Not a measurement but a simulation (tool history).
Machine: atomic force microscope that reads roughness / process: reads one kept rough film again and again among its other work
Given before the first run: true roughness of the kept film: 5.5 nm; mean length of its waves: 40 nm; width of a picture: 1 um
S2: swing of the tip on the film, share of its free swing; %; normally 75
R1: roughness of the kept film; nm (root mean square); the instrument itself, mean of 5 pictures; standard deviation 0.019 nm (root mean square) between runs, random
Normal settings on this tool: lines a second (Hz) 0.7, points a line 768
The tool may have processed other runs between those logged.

{"run": 1, "hour": 0.0, "lines a second (Hz)": 0.7, "S2": 75, "points a line": 768, "R1": 4.393}
{"run": 2, "hour": 52.2, "lines a second (Hz)": 0.7, "S2": 75, "points a line": 768, "R1": 4.128}
{"run": 3, "hour": 94.3, "lines a second (Hz)": 0.7, "S2": 68, "points a line": 768, "R1": 3.968}
{"run": 4, "hour": 150.3, "lines a second (Hz)": 0.7, "S2": 68, "points a line": 768, "R1": 3.775}
{"hour": 169.1, "done": "new tip fitted"}
{"run": 5, "hour": 214.6, "lines a second (Hz)": 1.993, "S2": 75, "points a line": 768, "R1": 4.238}
{"run": 6, "hour": 261.5, "lines a second (Hz)": 1.993, "S2": 75, "points a line": 768, "R1": 4.013}
{"run": 7, "hour": 328.7, "lines a second (Hz)": 0.7, "S2": 75, "points a line": 768, "R1": 3.965}
{"hour": 382.3, "done": "new tip fitted"}
{"run": 8, "hour": 383.5, "lines a second (Hz)": 0.7, "S2": 75, "points a line": 768, "R1": 4.627}
{"run": 9, "hour": 438.2, "lines a second (Hz)": 0.7, "S2": 75, "points a line": 768, "R1": 4.416}
{"run": 10, "hour": 489.4, "lines a second (Hz)": 0.7, "S2": 75, "points a line": 768, "R1": 4.169}
{"run": 11, "hour": 521.3, "lines a second (Hz)": 0.7, "S2": 68, "points a line": 768, "R1": 4.06}
{"run": 12, "hour": 554.7, "lines a second (Hz)": 0.7, "S2": 68, "points a line": 720, "R1": 3.911}
{"hour": 596.3, "done": "new tip fitted"}
{"run": 13, "hour": 603.6, "lines a second (Hz)": 0.7, "S2": 68, "points a line": 720, "R1": 4.62}
{"run": 14, "hour": 656.4, "lines a second (Hz)": 0.7, "S2": 68, "points a line": 720, "R1": 4.373}
{"run": 15, "hour": 714.7, "lines a second (Hz)": 0.71, "S2": 68, "points a line": 720, "R1": 4.092}
{"run": 16, "hour": 775.3, "lines a second (Hz)": 0.71, "S2": 68, "points a line": 720, "R1": 3.876}
{"hour": 810.4, "done": "new tip fitted"}
{"run": 17, "hour": 813.3, "lines a second (Hz)": 0.71, "S2": 68, "points a line": 720, "R1": 4.649}
{"hour": 817.6, "done": "height scale calibrated on a step standard"}
{"run": 18, "hour": 871.8, "lines a second (Hz)": 0.71, "S2": 68, "points a line": 720, "R1": 4.336}
{"run": 19, "hour": 919.0, "lines a second (Hz)": 0.7, "S2": 75, "points a line": 768, "R1": 4.076}
{"run": 20, "hour": 977.3, "lines a second (Hz)": 0.7, "S2": 75, "points a line": 768, "R1": 3.846}
{"hour": 1025.8, "done": "new tip fitted"}
{"run": 21, "hour": 1028.5, "lines a second (Hz)": 0.833, "S2": 75, "points a line": 768, "R1": 4.592}
{"run": 22, "hour": 1061.7, "lines a second (Hz)": 0.833, "S2": 75, "points a line": 768, "R1": 4.444}
{"hour": 1097.8, "done": "height scale calibrated on a step standard, once more"}
{"run": 23, "hour": 1119.1, "lines a second (Hz)": 0.7, "S2": 60, "points a line": 350, "R1": 4.31}
{"run": 24, "hour": 1186.1, "lines a second (Hz)": 1.645, "S2": 75, "points a line": 609, "R1": 3.818}
{"hour": 1238.3, "done": "new tip fitted"}
{"run": 25, "hour": 1238.3, "lines a second (Hz)": 1.296, "S2": 83, "points a line": 385, "R1": 4.498}
{"run": 26, "hour": 1266.5, "lines a second (Hz)": 1.296, "S2": 83, "points a line": 385, "R1": 4.367}
{"run": 27, "hour": 1334.4, "lines a second (Hz)": 1.296, "S2": 83, "points a line": 385, "R1": 4.032}
{"run": 28, "hour": 1364.9, "lines a second (Hz)": 1.066, "S2": 85, "points a line": 385, "R1": 3.947}
{"run": 29, "hour": 1428.4, "lines a second (Hz)": 1.066, "S2": 73, "points a line": 381, "R1": 3.796}
{"hour": 1452.3, "done": "new tip fitted"}
{"run": 30, "hour": 1473.7, "lines a second (Hz)": 1.066, "S2": 73, "points a line": 381, "R1": 4.528}
{"run": 31, "hour": 1511.1, "lines a second (Hz)": 1.176, "S2": 75, "points a line": 768, "R1": 4.349}
{"run": 32, "hour": 1566.9, "lines a second (Hz)": 1.176, "S2": 70, "points a line": 262, "R1": 4.086}
{"run": 33, "hour": 1631.8, "lines a second (Hz)": 0.7, "S2": 75, "points a line": 305, "R1": 3.904}
{"hour": 1665.7, "done": "new tip fitted"}
{"run": 34, "hour": 1679.0, "lines a second (Hz)": 0.7, "S2": 75, "points a line": 384, "R1": 4.597}
{"run": 35, "hour": 1735.7, "lines a second (Hz)": 0.544, "S2": 75, "points a line": 407, "R1": 4.342}
{"run": 36, "hour": 1780.0, "lines a second (Hz)": 0.66, "S2": 62, "points a line": 282, "R1": 4.2}
{"run": 37, "hour": 1807.4, "lines a second (Hz)": 2.835, "S2": 75, "points a line": 768, "R1": 3.821}
{"run": 38, "hour": 1838.1, "lines a second (Hz)": 2.835, "S2": 75, "points a line": 768, "R1": 3.701}
{"run": 39, "hour": 1873.8, "lines a second (Hz)": 2.835, "S2": 75, "points a line": 768, "R1": 3.545}
{"hour": 1880.1, "done": "new tip fitted"}
{"run": 40, "hour": 1916.9, "lines a second (Hz)": 1.524, "S2": 86, "points a line": 504, "R1": 4.239}
{"run": 41, "hour": 1974.8, "lines a second (Hz)": 1.779, "S2": 56, "points a line": 842, "R1": 4.241}
{"run": 42, "hour": 2042.7, "lines a second (Hz)": 1.779, "S2": 77, "points a line": 842, "R1": 3.827}
{"hour": 2093.1, "done": "new tip fitted"}
{"run": 43, "hour": 2100.9, "lines a second (Hz)": 2.327, "S2": 57, "points a line": 903, "R1": 4.618}
{"run": 44, "hour": 2151.0, "lines a second (Hz)": 1.882, "S2": 87, "points a line": 554, "R1": 4.019}

Selected run-to-run steps in R1, each split into two signed amounts: the part the tool would show with no hidden state at all (from settings, incoming material and random variation), and the remainder, which goes to the hidden state together with any gauge scatter not common to the measured and the hidden-state-free results:
What the log doesn't record here: radius of the tip, nm; height scale over the true one, %; drift of the gauge itself on roughness_nm, %.
Run 16 -> 17: new tip fitted. R1 +0.773 nm (root mean square): hidden state +0.771, all else +0.002.
Run 20 -> 21: lines a second (Hz) 0.7 -> 0.833, new tip fitted. R1 +0.746 nm (root mean square): hidden state +0.733, all else +0.013.
Run 29 -> 30: new tip fitted. R1 +0.732 nm (root mean square): hidden state +0.734, all else -0.002.
Run 42 -> 43: lines a second (Hz) 1.779 -> 2.327, S2 77 -> 57, points a line 842 -> 903, new tip fitted. R1 +0.791 nm (root mean square): hidden state +0.626, all else +0.165.

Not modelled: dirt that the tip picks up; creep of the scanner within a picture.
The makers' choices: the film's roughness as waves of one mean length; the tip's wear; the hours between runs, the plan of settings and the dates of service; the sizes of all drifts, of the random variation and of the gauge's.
